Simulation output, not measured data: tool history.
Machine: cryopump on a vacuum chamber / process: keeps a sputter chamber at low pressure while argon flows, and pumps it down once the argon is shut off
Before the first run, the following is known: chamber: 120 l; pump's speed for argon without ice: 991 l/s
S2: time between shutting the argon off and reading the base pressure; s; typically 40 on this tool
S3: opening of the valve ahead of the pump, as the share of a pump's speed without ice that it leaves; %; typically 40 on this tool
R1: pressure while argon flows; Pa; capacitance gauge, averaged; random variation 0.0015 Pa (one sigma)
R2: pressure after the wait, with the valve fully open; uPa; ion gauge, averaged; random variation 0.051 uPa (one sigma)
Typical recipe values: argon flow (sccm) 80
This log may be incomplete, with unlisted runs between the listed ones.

{"run": 1, "day": 0.0, "argon flow (sccm)": 80, "S2": 40, "S3": 40, "R1": 0.3467, "R2": 5.05}
{"run": 2, "day": 0.375, "argon flow (sccm)": 80, "S2": 74, "S3": 40, "R1": 0.345, "R2": 3.85}
{"run": 3, "day": 0.979, "argon flow (sccm)": 80, "S2": 40, "S3": 28, "R1": 0.4935, "R2": 5.24}
{"run": 4, "day": 1.783, "argon flow (sccm)": 80, "S2": 40, "S3": 28, "R1": 0.4904, "R2": 5.18}
{"run": 5, "day": 2.496, "argon flow (sccm)": 80, "S2": 40, "S3": 28, "R1": 0.4905, "R2": 5.17}
{"run": 6, "day": 2.829, "argon flow (sccm)": 80, "S2": 40, "S3": 32, "R1": 0.4324, "R2": 5.28}
{"run": 7, "day": 3.575, "argon flow (sccm)": 80, "S2": 40, "S3": 32, "R1": 0.4311, "R2": 5.35}
{"run": 8, "day": 3.954, "argon flow (sccm)": 80, "S2": 40, "S3": 32, "R1": 0.4317, "R2": 5.32}
{"run": 9, "day": 4.3, "argon flow (sccm)": 80, "S2": 40, "S3": 32, "R1": 0.4338, "R2": 5.35}
{"run": 10, "day": 5.067, "argon flow (sccm)": 80, "S2": 40, "S3": 32, "R1": 0.4311, "R2": 5.22}
{"run": 11, "day": 5.421, "argon flow (sccm)": 80, "S2": 40, "S3": 32, "R1": 0.4326, "R2": 5.27}
{"run": 12, "day": 6.062, "argon flow (sccm)": 80, "S2": 40, "S3": 32, "R1": 0.4303, "R2": 5.5}
{"run": 13, "day": 6.825, "argon flow (sccm)": 80, "S2": 40, "S3": 32, "R1": 0.4326, "R2": 5.43}
{"run": 14, "day": 7.296, "argon flow (sccm)": 80, "S2": 112, "S3": 40, "R1": 0.3469, "R2": 3.56}
{"run": 15, "day": 7.862, "argon flow (sccm)": 80, "S2": 112, "S3": 40, "R1": 0.35, "R2": 3.58}
{"run": 16, "day": 8.396, "argon flow (sccm)": 80, "S2": 40, "S3": 24, "R1": 0.5776, "R2": 5.46}
{"run": 17, "day": 8.733, "argon flow (sccm)": 80, "S2": 40, "S3": 16, "R1": 0.8619, "R2": 5.39}
{"run": 18, "day": 9.417, "argon flow (sccm)": 96, "S2": 29, "S3": 46, "R1": 0.3623, "R2": 6.62}
{"run": 19, "day": 9.842, "argon flow (sccm)": 96, "S2": 29, "S3": 46, "R1": 0.3643, "R2": 6.73}
{"run": 20, "day": 10.392, "argon flow (sccm)": 135, "S2": 77, "S3": 48, "R1": 0.4892, "R2": 4.07}
{"run": 21, "day": 11.112, "argon flow (sccm)": 135, "S2": 77, "S3": 48, "R1": 0.4918, "R2": 4.17}
{"run": 22, "day": 11.475, "argon flow (sccm)": 103, "S2": 40, "S3": 26, "R1": 0.6845, "R2": 5.74}
{"run": 23, "day": 11.817, "argon flow (sccm)": 103, "S2": 40, "S3": 26, "R1": 0.6816, "R2": 5.45}
{"run": 24, "day": 12.554, "argon flow (sccm)": 95, "S2": 21, "S3": 21, "R1": 0.7823, "R2": 8.06}
{"run": 25, "day": 13.062, "argon flow (sccm)": 95, "S2": 21, "S3": 21, "R1": 0.7781, "R2": 8.1}
{"run": 26, "day": 13.412, "argon flow (sccm)": 95, "S2": 21, "S3": 21, "R1": 0.7756, "R2": 8}
{"run": 27, "day": 14.079, "argon flow (sccm)": 95, "S2": 37, "S3": 17, "R1": 0.9653, "R2": 5.66}
{"run": 28, "day": 14.483, "argon flow (sccm)": 80, "S2": 40, "S3": 36, "R1": 0.3859, "R2": 5.54}

Run 29 is up next; what results do you expect?
{"run": 29, "day": 15.038, "argon flow (sccm)": 74, "S2": 21, "S3": 40, "R1": "?", "R2": "?"}

R1: 0.3215 Pa
R2: 8.14 uPa
Had the tool carried no hidden state, the very same run would have given R1 0.3145 Pa, R2 5.66 uPa.

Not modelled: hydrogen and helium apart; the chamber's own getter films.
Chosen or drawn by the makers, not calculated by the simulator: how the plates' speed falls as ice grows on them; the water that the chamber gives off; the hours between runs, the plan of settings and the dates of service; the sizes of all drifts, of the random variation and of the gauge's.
